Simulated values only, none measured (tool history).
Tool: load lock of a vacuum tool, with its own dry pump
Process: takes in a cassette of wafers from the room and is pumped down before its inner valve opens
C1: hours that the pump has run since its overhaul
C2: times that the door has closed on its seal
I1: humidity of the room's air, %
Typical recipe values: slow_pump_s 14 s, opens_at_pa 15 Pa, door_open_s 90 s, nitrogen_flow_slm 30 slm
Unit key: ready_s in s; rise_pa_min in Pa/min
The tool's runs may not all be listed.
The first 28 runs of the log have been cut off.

{"run": 29, "hour": 8400.6, "slow_pump_s": 10, "opens_at_pa": 13, "door_open_s": 139, "nitrogen_flow_slm": 30, "C1": 4212, "C2": 17804, "I1": 46.4, "ready_s": 25.2, "rise_pa_min": 0.139}
{"run": 30, "hour": 8705.1, "slow_pump_s": 13, "opens_at_pa": 13, "door_open_s": 90, "nitrogen_flow_slm": 30, "C1": 4516, "C2": 18422, "I1": 45.8, "ready_s": 26.5, "rise_pa_min": 0.127}
{"run": 31, "hour": 9020.9, "slow_pump_s": 13, "opens_at_pa": 13, "door_open_s": 90, "nitrogen_flow_slm": 30, "C1": 4832, "C2": 19062, "I1": 46.3, "ready_s": 27.4, "rise_pa_min": 0.139}
{"run": 32, "hour": 9353.1, "slow_pump_s": 14, "opens_at_pa": 21, "door_open_s": 149, "nitrogen_flow_slm": 8, "C1": 5164, "C2": 19736, "I1": 46.7, "ready_s": 26.8, "rise_pa_min": 0.192}
{"run": 33, "hour": 9541.3, "slow_pump_s": 14, "opens_at_pa": 21, "door_open_s": 149, "nitrogen_flow_slm": 8, "C1": 5352, "C2": 20117, "I1": 47.8, "ready_s": 26.6, "rise_pa_min": 0.196}
{"run": 34, "hour": 9877.1, "slow_pump_s": 14, "opens_at_pa": 21, "door_open_s": 149, "nitrogen_flow_slm": 8, "C1": 5688, "C2": 20798, "I1": 46.6, "ready_s": 27.1, "rise_pa_min": 0.201}
{"run": 35, "hour": 10081.2, "slow_pump_s": 10, "opens_at_pa": 16, "door_open_s": 90, "nitrogen_flow_slm": 6, "C1": 5892, "C2": 21212, "I1": 43.5, "ready_s": 24.9, "rise_pa_min": 0.181}
{"run": 36, "hour": 10504.0, "slow_pump_s": 10, "opens_at_pa": 16, "door_open_s": 90, "nitrogen_flow_slm": 6, "C1": 6315, "C2": 22069, "I1": 44.3, "ready_s": 25, "rise_pa_min": 0.182}
{"run": 37, "hour": 10767.9, "slow_pump_s": 10, "opens_at_pa": 16, "door_open_s": 90, "nitrogen_flow_slm": 6, "C1": 6579, "C2": 22604, "I1": 44.2, "ready_s": 24.9, "rise_pa_min": 0.182}

Branching from run 37: 4 alternative next runs. What would each branch give?
{"run": "A", "hour": 11168.2, "slow_pump_s": 10, "opens_at_pa": 11, "door_open_s": 54, "nitrogen_flow_slm": 12, "C1": 6979, "C2": 23416, "I1": 45.3, "ready_s": "?", "rise_pa_min": "?"}
{"run": "B", "hour": 11168.2, "slow_pump_s": 10, "opens_at_pa": 16, "door_open_s": 90, "nitrogen_flow_slm": 23, "C1": 6979, "C2": 23416, "I1": 43.9, "ready_s": "?", "rise_pa_min": "?"}
{"run": "C", "hour": 11168.2, "slow_pump_s": 13, "opens_at_pa": 16, "door_open_s": 61, "nitrogen_flow_slm": 6, "C1": 6979, "C2": 23416, "I1": 42.4, "ready_s": "?", "rise_pa_min": "?"}
{"run": "D", "hour": 11168.2, "slow_pump_s": 14, "opens_at_pa": 15, "door_open_s": 90, "nitrogen_flow_slm": 21, "C1": 6979, "C2": 23416, "I1": 44.7, "ready_s": "?", "rise_pa_min": "?"}

run=A ready_s=26.3 rise_pa_min=0.164
run=B ready_s=25.5 rise_pa_min=0.168
run=C ready_s=27.5 rise_pa_min=0.169
run=D ready_s=28.5 rise_pa_min=0.176
Without the tool's hidden state the same runs would have given:
run=A ready_s=24 rise_pa_min=0.045
run=B ready_s=23.3 rise_pa_min=0.05
run=C ready_s=25.4 rise_pa_min=0.053
run=D ready_s=26.4 rise_pa_min=0.056
